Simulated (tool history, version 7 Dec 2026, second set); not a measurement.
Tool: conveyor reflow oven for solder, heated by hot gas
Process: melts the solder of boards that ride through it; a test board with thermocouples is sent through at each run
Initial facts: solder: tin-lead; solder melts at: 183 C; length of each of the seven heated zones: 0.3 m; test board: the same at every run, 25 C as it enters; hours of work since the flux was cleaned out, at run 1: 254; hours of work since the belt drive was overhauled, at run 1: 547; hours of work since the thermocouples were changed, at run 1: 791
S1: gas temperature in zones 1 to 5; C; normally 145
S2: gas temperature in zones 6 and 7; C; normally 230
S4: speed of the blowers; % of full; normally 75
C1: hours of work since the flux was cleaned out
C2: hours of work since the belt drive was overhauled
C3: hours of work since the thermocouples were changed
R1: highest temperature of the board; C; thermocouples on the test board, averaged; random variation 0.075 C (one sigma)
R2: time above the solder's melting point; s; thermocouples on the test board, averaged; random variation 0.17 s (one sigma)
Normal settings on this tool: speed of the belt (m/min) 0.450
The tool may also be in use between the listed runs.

run 1 hour=0.0 | S1=145 S2=230 speed_of_the_belt_(m/min)=0.450 S4=75 | C1=254 C2=547 C3=791 | R1=218.45 R2=64.9
run 2 hour=25.7 | S1=145 S2=230 speed_of_the_belt_(m/min)=0.450 S4=75 | C1=273 C2=566 C3=810 | R1=218.43 R2=65.2
-- hour=44.9 flux residue cleaned out of gas plates and filters
run 3 hour=55.7 | S1=145 S2=244 speed_of_the_belt_(m/min)=0.450 S4=75 | C1=8 C2=585 C3=829 | R1=232.55 R2=73.6
run 4 hour=97.2 | S1=145 S2=244 speed_of_the_belt_(m/min)=0.450 S4=75 | C1=39 C2=616 C3=860 | R1=232.52 R2=73.9
run 5 hour=150.2 | S1=145 S2=244 speed_of_the_belt_(m/min)=0.450 S4=75 | C1=79 C2=656 C3=900 | R1=232.37 R2=74.0
run 6 hour=178.6 | S1=145 S2=244 speed_of_the_belt_(m/min)=0.450 S4=75 | C1=101 C2=678 C3=922 | R1=232.35 R2=73.7
run 7 hour=220.8 | S1=145 S2=244 speed_of_the_belt_(m/min)=0.450 S4=75 | C1=133 C2=709 C3=954 | R1=232.20 R2=73.7
run 8 hour=249.2 | S1=141 S2=230 speed_of_the_belt_(m/min)=0.450 S4=75 | C1=154 C2=731 C3=975 | R1=218.81 R2=64.4
run 9 hour=293.2 | S1=141 S2=230 speed_of_the_belt_(m/min)=0.450 S4=75 | C1=187 C2=764 C3=1008 | R1=218.77 R2=64.3
run 10 hour=342.7 | S1=145 S2=230 speed_of_the_belt_(m/min)=0.450 S4=75 | C1=224 C2=801 C3=1045 | R1=219.19 R2=66.3
run 11 hour=389.7 | S1=145 S2=230 speed_of_the_belt_(m/min)=0.450 S4=75 | C1=260 C2=837 C3=1081 | R1=219.00 R2=66.2
-- hour=423.1 flux residue cleaned out of gas plates and filters
run 12 hour=423.1 | S1=145 S2=230 speed_of_the_belt_(m/min)=0.450 S4=75 | C1=0 C2=858 C3=1102 | R1=220.57 R2=67.3
run 13 hour=459.8 | S1=143 S2=230 speed_of_the_belt_(m/min)=0.450 S4=75 | C1=28 C2=886 C3=1130 | R1=220.18 R2=66.4
run 14 hour=502.1 | S1=145 S2=230 speed_of_the_belt_(m/min)=0.467 S4=75 | C1=60 C2=918 C3=1162 | R1=219.32 R2=64.0
run 15 hour=546.9 | S1=145 S2=230 speed_of_the_belt_(m/min)=0.451 S4=75 | C1=93 C2=951 C3=1196 | R1=220.02 R2=67.0
run 16 hour=594.0 | S1=145 S2=239 speed_of_the_belt_(m/min)=0.449 S4=75 | C1=129 C2=987 C3=1231 | R1=228.24 R2=72.2
run 17 hour=645.1 | S1=155 S2=243 speed_of_the_belt_(m/min)=0.540 S4=74 | C1=167 C2=1026 C3=1270 | R1=227.65 R2=63.2
run 18 hour=676.3 | S1=155 S2=241 speed_of_the_belt_(m/min)=0.458 S4=80 | C1=191 C2=1049 C3=1293 | R1=231.53 R2=76.7
run 19 hour=705.7 | S1=157 S2=241 speed_of_the_belt_(m/min)=0.368 S4=63 | C1=213 C2=1071 C3=1315 | R1=234.24 R2=98.7
run 20 hour=760.7 | S1=152 S2=222 speed_of_the_belt_(m/min)=0.463 S4=66 | C1=255 C2=1113 C3=1357 | R1=211.36 R2=61.1
-- hour=774.1 thermocouples of zones 6 and 7 changed
-- hour=805.1 flux residue cleaned out of gas plates and filters
run 21 hour=807.7 | S1=133 S2=230 speed_of_the_belt_(m/min)=0.450 S4=75 | C1=2 C2=1143 C3=22 | R1=217.03 R2=60.7
run 22 hour=848.8 | S1=133 S2=230 speed_of_the_belt_(m/min)=0.450 S4=75 | C1=33 C2=1174 C3=53 | R1=216.93 R2=60.6
run 23 hour=882.6 | S1=144 S2=219 speed_of_the_belt_(m/min)=0.450 S4=75 | C1=58 C2=1199 C3=78 | R1=208.46 R2=57.6
run 24 hour=908.4 | S1=145 S2=230 speed_of_the_belt_(m/min)=0.450 S4=75 | C1=78 C2=1219 C3=98 | R1=218.44 R2=66.5
run 25 hour=934.5 | S1=145 S2=219 speed_of_the_belt_(m/min)=0.450 S4=75 | C1=98 C2=1238 C3=117 | R1=208.53 R2=58.3
run 26 hour=966.6 | S1=145 S2=230 speed_of_the_belt_(m/min)=0.421 S4=75 | C1=122 C2=1263 C3=141 | R1=219.89 R2=72.8
run 27 hour=1000.1 | S1=145 S2=230 speed_of_the_belt_(m/min)=0.421 S4=75 | C1=147 C2=1288 C3=167 | R1=219.76 R2=72.4
run 28 hour=1040.1 | S1=145 S2=230 speed_of_the_belt_(m/min)=0.421 S4=75 | C1=177 C2=1318 C3=197 | R1=219.73 R2=72.7
run 29 hour=1074.7 | S1=145 S2=230 speed_of_the_belt_(m/min)=0.421 S4=75 | C1=203 C2=1344 C3=223 | R1=219.63 R2=72.9

Branching from run 29: 5 alternative next runs. What would each branch give?
run A hour=1109.0 | S1=153 S2=231 speed_of_the_belt_(m/min)=0.421 S4=75 | C1=229 C2=1370 C3=249 | R1=? R2=?
run B hour=1109.0 | S1=135 S2=230 speed_of_the_belt_(m/min)=0.450 S4=75 | C1=229 C2=1370 C3=249 | R1=? R2=?
run C hour=1109.0 | S1=155 S2=230 speed_of_the_belt_(m/min)=0.421 S4=76 | C1=229 C2=1370 C3=249 | R1=? R2=?
run D hour=1109.0 | S1=145 S2=230 speed_of_the_belt_(m/min)=0.421 S4=81 | C1=229 C2=1370 C3=249 | R1=? R2=?
run E hour=1109.0 | S1=145 S2=231 speed_of_the_belt_(m/min)=0.531 S4=78 | C1=229 C2=1370 C3=249 | R1=? R2=?

run=A R1=221.71 R2=77.8
run=B R1=216.42 R2=61.1
run=C R1=220.97 R2=78.6
run=D R1=220.59 R2=73.7
run=E R1=214.64 R2=53.1
Take away the tool's hidden state, keep each run's random variation, and the runs would have read:
run=A R1=222.19 R2=75.6
run=B R1=217.11 R2=59.9
run=C R1=221.44 R2=76.5
run=D R1=221.18 R2=71.9
run=E R1=215.46 R2=52.1

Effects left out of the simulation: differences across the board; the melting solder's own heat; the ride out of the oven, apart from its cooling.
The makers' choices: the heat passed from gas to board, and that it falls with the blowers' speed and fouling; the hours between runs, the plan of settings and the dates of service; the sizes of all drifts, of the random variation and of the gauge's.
